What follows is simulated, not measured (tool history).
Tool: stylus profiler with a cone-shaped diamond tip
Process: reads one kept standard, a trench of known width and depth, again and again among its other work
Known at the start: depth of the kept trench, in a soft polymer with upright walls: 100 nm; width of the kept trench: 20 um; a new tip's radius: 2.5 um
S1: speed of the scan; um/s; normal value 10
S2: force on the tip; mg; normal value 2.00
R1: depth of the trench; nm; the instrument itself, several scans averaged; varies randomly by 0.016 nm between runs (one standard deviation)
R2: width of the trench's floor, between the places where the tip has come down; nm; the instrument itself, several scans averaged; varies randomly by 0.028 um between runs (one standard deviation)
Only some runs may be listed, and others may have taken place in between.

run   hour  S1    S2      R1     R2
  1    0.0  10  2.00  100.67  18530
  2   18.9  10  2.00  100.67  18490
  3   41.6  10  2.00  100.67  18520
  4   61.9   7  2.00  100.67  18550
  5   80.3   7  2.00  100.65  18540
  6   92.4   3  2.00  100.65  18600
  7  113.4   3  2.00  100.65  18530
  8  133.4  10  4.48  101.13  18570
  9  151.1  10  2.00  100.69  18510
 10  169.7   3  2.00  100.66  18570
 11  184.1   3  1.19  100.49  18560
 12  196.2   3  1.71  100.61  18480
 13  211.6   3  1.71  100.61  18470
 14  235.6   5  4.38  101.12  18550
 15  259.8   5  4.38  101.11  18530
 16  278.9   5  4.38  101.10  18560
 17  296.2   5  1.71  100.63  18490
 18  306.8   5  1.71  100.61  18500
 19  320.9   7  3.45  100.95  18500
 20  341.0  10  0.83  100.41  18460
 21  365.3  29  0.94  100.41  18270

Below are 4 alternative next runs, each starting from the tool's condition after run 21. Predict each:
  A  383.2   3  0.92   ?   ?
  B  383.2  10  1.13   ?   ?
  C  383.2  13  1.88   ?   ?
  D  383.2  10  1.47   ?   ?

run      R1     R2
  A  100.43  18510
  B  100.47  18490
  C  100.65  18470
  D  100.58  18490
The same runs, with their run-to-run variation unchanged, on a tool lacking any hidden condition would have given:
run      R1     R2
  A  100.39  18570
  B  100.42  18550
  C  100.61  18530
  D  100.53  18540
